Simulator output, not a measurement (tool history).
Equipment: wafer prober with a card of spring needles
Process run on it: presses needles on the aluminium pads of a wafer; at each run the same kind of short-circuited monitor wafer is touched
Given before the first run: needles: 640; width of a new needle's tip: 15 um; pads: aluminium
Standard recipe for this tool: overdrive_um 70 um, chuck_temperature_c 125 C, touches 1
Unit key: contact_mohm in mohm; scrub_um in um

run   hour  overdrive_um  chuck_temperature_c  touches  contact_mohm  scrub_um
  1    0.0            70                  125        1           292     10.00
       1.7  -- tips cleaned on abrasive film
       5.1  -- tips cleaned on abrasive film
       9.4  -- tips cleaned on abrasive film
      12.8  -- tips cleaned on abrasive film
  2   15.0            70                  125        1           299     10.00
      16.7  -- tips cleaned on abrasive film
      20.1  -- tips cleaned on abrasive film
      24.3  -- tips cleaned on abrasive film
      28.6  -- tips cleaned on abrasive film
      32.8  -- tips cleaned on abrasive film
  3   33.5            70                  125        1           275      9.91
      36.9  -- tips cleaned on abrasive film
      41.1  -- tips cleaned on abrasive film
      44.5  -- tips cleaned on abrasive film
      48.7  -- tips cleaned on abrasive film
  4   49.3            70                  125        1           276     10.03
      52.7  -- tips cleaned on abrasive film
      57.0  -- tips cleaned on abrasive film
      60.4  -- tips cleaned on abrasive film
  5   61.1            70                  125        1           278      9.90
      64.5  -- tips cleaned on abrasive film
      67.9  -- tips cleaned on abrasive film
      71.3  -- tips cleaned on abrasive film
  6   72.5            70                  125        1           291      9.58
      75.1  -- tips cleaned on abrasive film
      79.3  -- tips cleaned on abrasive film
      83.6  -- tips cleaned on abrasive film
      87.8  -- tips cleaned on abrasive film
  7   87.8            70                  125        1           271      9.86
      91.2  -- tips cleaned on abrasive film
      94.6  -- tips cleaned on abrasive film
      98.8  -- tips cleaned on abrasive film
     103.1  -- tips cleaned on abrasive film
  8  105.5            61                  125        1           322      8.36
     107.2  -- tips cleaned on abrasive film
     110.6  -- tips cleaned on abrasive film
     114.0  -- tips cleaned on abrasive film
     117.4  -- tips cleaned on abrasive film, once more
  9  119.3            61                  125        1           309      8.27
     121.0  -- tips cleaned on abrasive film
     125.2  -- tips cleaned on abrasive film
     129.5  -- tips cleaned on abrasive film
     133.7  -- tips cleaned on abrasive film
 10  134.8            70                  125        1           286      9.48
     137.3  -- tips cleaned on abrasive film
     140.7  -- tips cleaned on abrasive film
     143.5  -- height of the first contact set anew
     145.3  -- tips cleaned on abrasive film
 11  146.0            70                  125        1           279     10.18
     149.4  -- tips cleaned on abrasive film
     152.8  -- tips cleaned on abrasive film
     157.0  -- tips cleaned on abrasive film
     161.3  -- tips cleaned on abrasive film
 12  163.5            70                   42        1           287     10.07
     165.2  -- tips cleaned on abrasive film
     169.4  -- tips cleaned on abrasive film
     173.6  -- tips cleaned on abrasive film
 13  176.6            70                   42        1           303      9.91
     177.5  -- tips cleaned on abrasive film
     180.9  -- tips cleaned on abrasive film
     184.3  -- tips cleaned on abrasive film
     188.4  -- tips cleaned on abrasive film
 14  188.4            70                   42        1           249     10.01
     192.6  -- tips cleaned on abrasive film
     196.8  -- tips cleaned on abrasive film
     200.2  -- tips cleaned on abrasive film
     203.6  -- tips cleaned on abrasive film
 15  206.5            70                   42        1           297      9.79
     207.4  -- tips cleaned on abrasive film
     210.8  -- tips cleaned on abrasive film
     215.0  -- tips cleaned on abrasive film
     218.4  -- tips cleaned on abrasive film
 16  219.1            70                   42        1           260      9.84
     222.4  -- tips cleaned on abrasive film
     225.8  -- tips cleaned on abrasive film
     229.2  -- tips cleaned on abrasive film
     233.5  -- tips cleaned on abrasive film
 17  236.7            70                   42        1           305      9.50
     237.6  -- tips cleaned on abrasive film
     241.0  -- tips cleaned on abrasive film
     245.2  -- tips cleaned on abrasive film
     249.4  -- tips cleaned on abrasive film
     252.8  -- tips cleaned on abrasive film
 18  253.1            81                   31        3           244     11.07
     256.5  -- tips cleaned on abrasive film
     259.9  -- tips cleaned on abrasive film
     264.2  -- tips cleaned on abrasive film
 19  265.8            81                   31        3           254     11.16
     267.6  -- tips cleaned on abrasive film
     271.8  -- tips cleaned on abrasive film
     275.3  -- tips cleaned on abrasive film
 20  275.3            73                  125        1           274     10.12
     279.6  -- tips cleaned on abrasive film
     283.0  -- tips cleaned on abrasive film
     287.2  -- tips cleaned on abrasive film
     291.4  -- tips cleaned on abrasive film
 21  294.2            52                   64        1           365      6.91
     295.2  -- tips cleaned on abrasive film
     299.4  -- tips cleaned on abrasive film
     302.8  -- tips cleaned on abrasive film
     303.1  -- height of the first contact set anew
     307.3  -- tips cleaned on abrasive film
     311.5  -- tips cleaned on abrasive film
 22  312.2            52                   64        1           279      7.47
     315.5  -- tips cleaned on abrasive film
     319.8  -- tips cleaned on abrasive film
     323.2  -- tips cleaned on abrasive film
 23  323.6            52                   64        1           274      7.51
     327.0  -- tips cleaned on abrasive film
     331.2  -- tips cleaned on abrasive film
 24  332.7            70                   27        1           271      9.98
     335.3  -- tips cleaned on abrasive film
     339.5  -- tips cleaned on abrasive film
     343.8  -- tips cleaned on abrasive film
     347.2  -- tips cleaned on abrasive film
     351.4  -- tips cleaned on abrasive film
 25  353.2            70                   93        2           279      9.96
     355.0  -- tips cleaned on abrasive film
     358.4  -- tips cleaned on abrasive film
     362.6  -- tips cleaned on abrasive film
 26  364.4            70                   93        2           284      9.84
     366.2  -- tips cleaned on abrasive film
     370.4  -- tips cleaned on abrasive film
     373.8  -- tips cleaned on abrasive film
 27  375.8            51                   68        2           304      7.09

Predict each of these 3 candidate next runs independently; none follows another, all start after run 27:
     377.5  -- tips cleaned on abrasive film
     381.8  -- tips cleaned on abrasive film
     386.0  -- tips cleaned on abrasive film
  A  388.7            70                   40        1             ?         ?
     377.5  -- tips cleaned on abrasive film
     381.8  -- tips cleaned on abrasive film
     386.0  -- tips cleaned on abrasive film
  B  388.7            70                   41        2             ?         ?
     377.5  -- tips cleaned on abrasive film
     381.8  -- tips cleaned on abrasive film
     386.0  -- tips cleaned on abrasive film
  C  388.7            66                  125        1             ?         ?

run  contact_mohm  scrub_um
  A           308      9.89
  B           282      9.55
  C           329      9.26
Without the tool's unlogged condition, the same runs would have read:
run  contact_mohm  scrub_um
  A           243     10.20
  B           242      9.85
  C           265      9.57

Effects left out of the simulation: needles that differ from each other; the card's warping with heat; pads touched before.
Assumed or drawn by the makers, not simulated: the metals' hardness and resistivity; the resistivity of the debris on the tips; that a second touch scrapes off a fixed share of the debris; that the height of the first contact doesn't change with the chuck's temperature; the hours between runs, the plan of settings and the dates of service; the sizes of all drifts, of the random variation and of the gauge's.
